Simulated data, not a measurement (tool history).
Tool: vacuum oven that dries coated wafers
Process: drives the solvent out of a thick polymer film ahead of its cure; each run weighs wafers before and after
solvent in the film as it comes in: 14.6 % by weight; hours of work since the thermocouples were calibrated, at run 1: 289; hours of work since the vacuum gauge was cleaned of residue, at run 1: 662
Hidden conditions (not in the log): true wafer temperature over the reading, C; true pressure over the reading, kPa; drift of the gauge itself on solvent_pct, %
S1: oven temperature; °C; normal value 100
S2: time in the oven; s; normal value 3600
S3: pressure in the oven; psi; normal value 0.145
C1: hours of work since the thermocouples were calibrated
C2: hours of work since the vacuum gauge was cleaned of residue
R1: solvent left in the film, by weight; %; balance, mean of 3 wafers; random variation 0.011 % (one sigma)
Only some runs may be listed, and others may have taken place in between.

run	hour	S1	S2	S3	C1	C2	R1
1	0.0	100	3600	0.145	289	662	0.78
2	97.3	100	3600	0.145	332	705	0.80
3	185.8	100	3600	0.145	371	744	0.78
4	286.3	100	3600	0.145	416	788	0.81
5	371.0	100	3600	0.145	453	826	0.80
6	432.1	100	3600	0.090	480	853	0.70
7	544.6	100	3600	0.145	530	902	0.82
8	617.8	100	3600	0.145	562	935	0.80
9	701.8	100	5700	0.145	599	972	0.42
10	777.8	100	5700	0.145	633	1005	0.40
11	835.0	100	5700	0.145	658	1030	0.40
# hour 846.9: vacuum gauge cleaned of residue and calibrated
12	933.2	100	5700	0.145	700	38	0.40
13	999.4	108	2940	0.145	730	67	0.41
14	1051.4	109	2940	0.145	753	90	0.37
15	1125.9	112	3600	0.125	786	123	0.22
16	1197.4	112	3600	0.125	817	155	0.22
17	1255.0	112	3600	0.125	843	180	0.21
# hour 1321.4: vacuum gauge cleaned of residue and calibrated, once more
18	1336.3	112	3600	0.569	878	7	0.79
19	1433.6	108	5940	0.569	921	50	0.89
20	1497.3	111	3840	0.141	949	78	0.20

What if the next run were any one of these 5? Each begins from the tool's condition after run 20:
A	1552.6	107	5220	0.139	973	102	?
B	1552.6	107	2280	0.117	973	102	?
C	1552.6	106	2760	0.319	973	102	?
D	1552.6	100	2220	0.145	973	102	?
E	1552.6	100	3840	0.263	973	102	?

run	R1
A	0.24
B	0.72
C	0.88
D	2.01
E	0.96
Had the tool no hidden state, the same runs would have come out as:
run	R1
A	0.23
B	0.67
C	0.84
D	1.89
E	0.90

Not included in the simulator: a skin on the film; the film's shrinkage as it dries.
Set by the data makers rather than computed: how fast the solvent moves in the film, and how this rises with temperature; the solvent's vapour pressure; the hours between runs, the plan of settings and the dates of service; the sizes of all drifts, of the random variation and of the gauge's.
